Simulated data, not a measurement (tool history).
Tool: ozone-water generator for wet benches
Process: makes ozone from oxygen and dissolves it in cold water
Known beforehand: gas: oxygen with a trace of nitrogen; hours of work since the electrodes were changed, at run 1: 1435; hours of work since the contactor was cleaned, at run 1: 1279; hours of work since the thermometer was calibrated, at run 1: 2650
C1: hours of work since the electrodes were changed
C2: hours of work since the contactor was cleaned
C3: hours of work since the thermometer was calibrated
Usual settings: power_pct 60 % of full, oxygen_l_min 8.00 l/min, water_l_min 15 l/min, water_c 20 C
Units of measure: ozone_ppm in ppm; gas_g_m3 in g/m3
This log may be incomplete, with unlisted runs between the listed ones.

{"run": 1, "hour": 0.0, "power_pct": 60, "oxygen_l_min": 8.0, "water_l_min": 15, "water_c": 20, "C1": 1435, "C2": 1279, "C3": 2650, "ozone_ppm": 22.3, "gas_g_m3": 190.4}
{"run": 2, "hour": 51.0, "power_pct": 60, "oxygen_l_min": 8.0, "water_l_min": 15, "water_c": 20, "C1": 1484, "C2": 1329, "C3": 2699, "ozone_ppm": 22.5, "gas_g_m3": 191.9}
{"run": 3, "hour": 86.1, "power_pct": 60, "oxygen_l_min": 8.0, "water_l_min": 15, "water_c": 20, "C1": 1518, "C2": 1363, "C3": 2733, "ozone_ppm": 22.5, "gas_g_m3": 190.6}
{"run": 4, "hour": 128.7, "power_pct": 60, "oxygen_l_min": 8.0, "water_l_min": 15, "water_c": 20, "C1": 1559, "C2": 1404, "C3": 2774, "ozone_ppm": 22.2, "gas_g_m3": 192.1}
{"run": 5, "hour": 169.7, "power_pct": 60, "oxygen_l_min": 8.0, "water_l_min": 15, "water_c": 20, "C1": 1599, "C2": 1444, "C3": 2814, "ozone_ppm": 22.0, "gas_g_m3": 191.6}
{"run": 6, "hour": 243.9, "power_pct": 60, "oxygen_l_min": 7.26, "water_l_min": 15, "water_c": 20, "C1": 1671, "C2": 1515, "C3": 2886, "ozone_ppm": 22.2, "gas_g_m3": 197.9}
{"run": 7, "hour": 277.3, "power_pct": 60, "oxygen_l_min": 4.28, "water_l_min": 15, "water_c": 20, "C1": 1703, "C2": 1548, "C3": 2918, "ozone_ppm": 21.4, "gas_g_m3": 236.8}
{"run": 8, "hour": 333.0, "power_pct": 54, "oxygen_l_min": 8.0, "water_l_min": 15, "water_c": 20, "C1": 1757, "C2": 1601, "C3": 2972, "ozone_ppm": 20.7, "gas_g_m3": 179.2}
{"run": 9, "hour": 391.7, "power_pct": 60, "oxygen_l_min": 8.0, "water_l_min": 15, "water_c": 16, "C1": 1814, "C2": 1658, "C3": 3029, "ozone_ppm": 24.2, "gas_g_m3": 192.7}
{"run": 10, "hour": 458.6, "power_pct": 60, "oxygen_l_min": 5.54, "water_l_min": 15, "water_c": 20, "C1": 1879, "C2": 1723, "C3": 3093, "ozone_ppm": 22.1, "gas_g_m3": 217.8}
{"run": 11, "hour": 535.1, "power_pct": 60, "oxygen_l_min": 5.54, "water_l_min": 15, "water_c": 20, "C1": 1953, "C2": 1797, "C3": 3167, "ozone_ppm": 21.8, "gas_g_m3": 216.7}
{"run": 12, "hour": 606.3, "power_pct": 60, "oxygen_l_min": 5.54, "water_l_min": 15, "water_c": 20, "C1": 2021, "C2": 1866, "C3": 3236, "ozone_ppm": 22.0, "gas_g_m3": 219.0}
{"run": 13, "hour": 685.2, "power_pct": 60, "oxygen_l_min": 8.0, "water_l_min": 15, "water_c": 18, "C1": 2098, "C2": 1942, "C3": 3313, "ozone_ppm": 23.3, "gas_g_m3": 190.6}
{"run": 14, "hour": 719.6, "power_pct": 49, "oxygen_l_min": 8.0, "water_l_min": 15, "water_c": 20, "C1": 2131, "C2": 1976, "C3": 3346, "ozone_ppm": 19.1, "gas_g_m3": 164.4}
{"run": 15, "hour": 782.0, "power_pct": 64, "oxygen_l_min": 4.25, "water_l_min": 15, "water_c": 20, "C1": 2191, "C2": 2036, "C3": 3406, "ozone_ppm": 22.2, "gas_g_m3": 250.0}
{"run": 16, "hour": 833.8, "power_pct": 64, "oxygen_l_min": 4.25, "water_l_min": 15, "water_c": 20, "C1": 2242, "C2": 2086, "C3": 3456, "ozone_ppm": 22.3, "gas_g_m3": 249.6}
{"run": 17, "hour": 894.7, "power_pct": 44, "oxygen_l_min": 4.25, "water_l_min": 15, "water_c": 20, "C1": 2300, "C2": 2145, "C3": 3515, "ozone_ppm": 17.1, "gas_g_m3": 192.1}
{"run": 18, "hour": 955.4, "power_pct": 60, "oxygen_l_min": 8.0, "water_l_min": 16, "water_c": 27, "C1": 2359, "C2": 2204, "C3": 3574, "ozone_ppm": 18.2, "gas_g_m3": 193.8}
{"run": 19, "hour": 1002.1, "power_pct": 60, "oxygen_l_min": 8.0, "water_l_min": 16, "water_c": 27, "C1": 2404, "C2": 2249, "C3": 3619, "ozone_ppm": 18.0, "gas_g_m3": 190.6}
{"run": 20, "hour": 1050.6, "power_pct": 60, "oxygen_l_min": 12.85, "water_l_min": 15, "water_c": 20, "C1": 2451, "C2": 2296, "C3": 3666, "ozone_ppm": 21.9, "gas_g_m3": 161.1}
{"run": 21, "hour": 1124.8, "power_pct": 60, "oxygen_l_min": 8.0, "water_l_min": 21, "water_c": 12, "C1": 2523, "C2": 2368, "C3": 3738, "ozone_ppm": 18.7, "gas_g_m3": 192.6}
{"run": 22, "hour": 1160.2, "power_pct": 60, "oxygen_l_min": 13.11, "water_l_min": 14, "water_c": 12, "C1": 2557, "C2": 2402, "C3": 3772, "ozone_ppm": 27.7, "gas_g_m3": 161.0}
{"run": 23, "hour": 1231.8, "power_pct": 69, "oxygen_l_min": 4.93, "water_l_min": 15, "water_c": 22, "C1": 2627, "C2": 2471, "C3": 3842, "ozone_ppm": 23.0, "gas_g_m3": 249.0}
{"run": 24, "hour": 1269.2, "power_pct": 69, "oxygen_l_min": 7.63, "water_l_min": 15, "water_c": 22, "C1": 2663, "C2": 2507, "C3": 3878, "ozone_ppm": 23.6, "gas_g_m3": 212.9}
{"run": 25, "hour": 1307.9, "power_pct": 58, "oxygen_l_min": 4.12, "water_l_min": 17, "water_c": 28, "C1": 2700, "C2": 2545, "C3": 3915, "ozone_ppm": 16.0, "gas_g_m3": 236.3}
{"run": 26, "hour": 1345.8, "power_pct": 58, "oxygen_l_min": 4.12, "water_l_min": 17, "water_c": 28, "C1": 2737, "C2": 2581, "C3": 3952, "ozone_ppm": 16.0, "gas_g_m3": 239.2}
{"run": 27, "hour": 1419.9, "power_pct": 90, "oxygen_l_min": 8.0, "water_l_min": 15, "water_c": 22, "C1": 2809, "C2": 2653, "C3": 4024, "ozone_ppm": 28.7, "gas_g_m3": 257.2}
{"run": 28, "hour": 1491.6, "power_pct": 90, "oxygen_l_min": 8.0, "water_l_min": 15, "water_c": 13, "C1": 2878, "C2": 2723, "C3": 4093, "ozone_ppm": 34.4, "gas_g_m3": 253.2}

Alternative continuations, all from the tool just after run 28; predict every row:
{"run": "A", "hour": 1545.2, "power_pct": 90, "oxygen_l_min": 10.72, "water_l_min": 16, "water_c": 13, "C1": 2930, "C2": 2774, "C3": 4145, "ozone_ppm": "?", "gas_g_m3": "?"}
{"run": "B", "hour": 1545.2, "power_pct": 86, "oxygen_l_min": 8.0, "water_l_min": 16, "water_c": 13, "C1": 2930, "C2": 2774, "C3": 4145, "ozone_ppm": "?", "gas_g_m3": "?"}
{"run": "C", "hour": 1545.2, "power_pct": 60, "oxygen_l_min": 6.0, "water_l_min": 15, "water_c": 24, "C1": 2930, "C2": 2774, "C3": 4145, "ozone_ppm": "?", "gas_g_m3": "?"}
{"run": "D", "hour": 1545.2, "power_pct": 90, "oxygen_l_min": 8.29, "water_l_min": 15, "water_c": 13, "C1": 2930, "C2": 2774, "C3": 4145, "ozone_ppm": "?", "gas_g_m3": "?"}

run=A ozone_ppm=32.7 gas_g_m3=232.8
run=B ozone_ppm=31.3 gas_g_m3=245.7
run=C ozone_ppm=20.3 gas_g_m3=213.1
run=D ozone_ppm=34.2 gas_g_m3=252.5
What these runs would have given with no unlogged condition in the tool:
run=A ozone_ppm=32.7 gas_g_m3=232.9
run=B ozone_ppm=31.3 gas_g_m3=245.8
run=C ozone_ppm=20.3 gas_g_m3=213.1
run=D ozone_ppm=34.2 gas_g_m3=252.6
